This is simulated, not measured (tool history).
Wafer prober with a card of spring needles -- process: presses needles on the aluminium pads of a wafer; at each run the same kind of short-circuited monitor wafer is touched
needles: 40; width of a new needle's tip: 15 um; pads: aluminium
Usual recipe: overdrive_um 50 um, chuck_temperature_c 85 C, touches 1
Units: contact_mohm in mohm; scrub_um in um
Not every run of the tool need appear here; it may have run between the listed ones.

run	day	overdrive_um	chuck_temperature_c	touches	contact_mohm	scrub_um
1	0	50	85	1	118	6.14
2	0.446	50	85	1	117	6.13
3	0.775	50	85	1	116	6.13
4	1.217	50	85	1	114	6.11
5	1.538	50	85	1	117	6.09
6	1.829	50	85	1	118	6.12
# day 2.05: tips cleaned on abrasive film
7	2.175	50	85	1	117	6.08
8	2.783	50	85	1	117	6.07
9	3.162	50	85	1	118	6.06

The next listed run, before its measurement:
10	3.454	50	85	2	?	?

{"run 10": {"contact_mohm": 117, "scrub_um": 6.06}}
Without the tool's hidden state the same run would have given contact_mohm 117 mohm, scrub_um 6.13 um.
